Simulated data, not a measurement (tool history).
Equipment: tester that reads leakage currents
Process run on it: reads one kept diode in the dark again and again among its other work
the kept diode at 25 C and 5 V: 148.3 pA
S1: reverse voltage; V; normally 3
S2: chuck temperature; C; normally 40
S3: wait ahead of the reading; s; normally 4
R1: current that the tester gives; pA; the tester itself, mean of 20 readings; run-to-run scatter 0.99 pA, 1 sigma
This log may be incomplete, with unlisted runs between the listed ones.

{"run": 1, "hour": 0.0, "S1": 3, "S2": 40, "S3": 4, "R1": 333.69}
{"run": 2, "hour": 127.0, "S1": 2.42, "S2": 40, "S3": 4, "R1": 306.98}
{"run": 3, "hour": 255.0, "S1": 2.42, "S2": 40, "S3": 4, "R1": 306.95}
{"run": 4, "hour": 431.1, "S1": 3, "S2": 40, "S3": 4, "R1": 344.27}
{"run": 5, "hour": 562.1, "S1": 3, "S2": 40, "S3": 4, "R1": 343.45}
{"run": 6, "hour": 670.3, "S1": 3, "S2": 40, "S3": 4, "R1": 347.17}
{"run": 7, "hour": 799.3, "S1": 3, "S2": 40, "S3": 4, "R1": 350.09}
{"run": 8, "hour": 920.4, "S1": 3, "S2": 40, "S3": 4, "R1": 351.94}
{"run": 9, "hour": 1071.2, "S1": 3, "S2": 40, "S3": 4, "R1": 356.58}
{"run": 10, "hour": 1232.2, "S1": 3, "S2": 40, "S3": 5.51, "R1": 359.52}
{"hour": 1249.3, "done": "chuck's temperature calibrated"}
{"run": 11, "hour": 1408.8, "S1": 3, "S2": 48, "S3": 4, "R1": 621.07}
{"run": 12, "hour": 1536.7, "S1": 3, "S2": 48, "S3": 4, "R1": 619.43}
{"hour": 1567.8, "done": "chuck's temperature calibrated, once more"}
{"run": 13, "hour": 1628.6, "S1": 3, "S2": 40, "S3": 4, "R1": 334.64}
{"run": 14, "hour": 1769.3, "S1": 3, "S2": 40, "S3": 4, "R1": 336.95}
{"run": 15, "hour": 1926.4, "S1": 3, "S2": 40, "S3": 4, "R1": 340.22}
{"run": 16, "hour": 2086.5, "S1": 3, "S2": 40, "S3": 4, "R1": 343.82}
{"run": 17, "hour": 2206.5, "S1": 3, "S2": 24, "S3": 4, "R1": 118.9}
{"run": 18, "hour": 2285.3, "S1": 3.39, "S2": 40, "S3": 4, "R1": 365.89}
{"run": 19, "hour": 2392.0, "S1": 3.39, "S2": 40, "S3": 4, "R1": 369.07}
{"run": 20, "hour": 2519.4, "S1": 3.39, "S2": 49, "S3": 4, "R1": 654.21}
{"run": 21, "hour": 2623.4, "S1": 3.39, "S2": 49, "S3": 4, "R1": 655.33}
{"run": 22, "hour": 2719.8, "S1": 1.55, "S2": 39, "S3": 0.52, "R1": 246.48}
{"run": 23, "hour": 2886.6, "S1": 1.55, "S2": 26, "S3": 3.66, "R1": 105.05}
{"run": 24, "hour": 3010.9, "S1": 1.55, "S2": 26, "S3": 3.66, "R1": 105.38}
{"run": 25, "hour": 3143.7, "S1": 1.55, "S2": 26, "S3": 3.66, "R1": 106.35}
{"hour": 3162.0, "done": "probe card cleaned and baked"}
{"run": 26, "hour": 3235.8, "S1": 1.55, "S2": 26, "S3": 3.66, "R1": 104.05}
{"run": 27, "hour": 3312.6, "S1": 1.55, "S2": 26, "S3": 3.66, "R1": 104.29}
{"run": 28, "hour": 3439.2, "S1": 3, "S2": 49, "S3": 4, "R1": 639.16}
{"run": 29, "hour": 3616.4, "S1": 1.87, "S2": 45, "S3": 0.75, "R1": 406.86}
{"hour": 3689.3, "done": "chuck's temperature calibrated"}
{"run": 30, "hour": 3703.5, "S1": 1.87, "S2": 45, "S3": 0.75, "R1": 371.79}
{"run": 31, "hour": 3863.4, "S1": 1.4, "S2": 45, "S3": 1.02, "R1": 326.53}
{"run": 32, "hour": 3947.8, "S1": 4.45, "S2": 22, "S3": 8.95, "R1": 117.75}
{"run": 33, "hour": 4125.5, "S1": 3, "S2": 24, "S3": 0.31, "R1": 115.21}
{"run": 34, "hour": 4206.8, "S1": 2.61, "S2": 31, "S3": 3.15, "R1": 177.08}
{"run": 35, "hour": 4283.6, "S1": 1.03, "S2": 40, "S3": 4.57, "R1": 211.2}
{"run": 36, "hour": 4452.9, "S1": 3, "S2": 35, "S3": 0.54, "R1": 250.17}
{"run": 37, "hour": 4627.1, "S1": 14.7, "S2": 21, "S3": 4, "R1": 203.45}
{"run": 38, "hour": 4727.9, "S1": 1.08, "S2": 40, "S3": 0.66, "R1": 221.57}
{"run": 39, "hour": 4873.1, "S1": 1.08, "S2": 40, "S3": 0.66, "R1": 223.72}

Each row is a separate what-if for the run after 39, all from the same tool condition, not one after another. Results?
{"run": "A", "hour": 5019.9, "S1": 2.56, "S2": 53, "S3": 0.99, "R1": "?"}
{"run": "B", "hour": 5019.9, "S1": 1.01, "S2": 40, "S3": 4, "R1": "?"}
{"run": "C", "hour": 5019.9, "S1": 4.7, "S2": 51, "S3": 6.88, "R1": "?"}
{"run": "D", "hour": 5019.9, "S1": 3, "S2": 57, "S3": 1.08, "R1": "?"}

run=A R1=748.59
run=B R1=218.59
run=C R1=876.59
run=D R1=1009.91
With no hidden state in the tool, these same runs would have given:
run=A R1=692.2
run=B R1=200.87
run=C R1=808.64
run=D R1=935.59
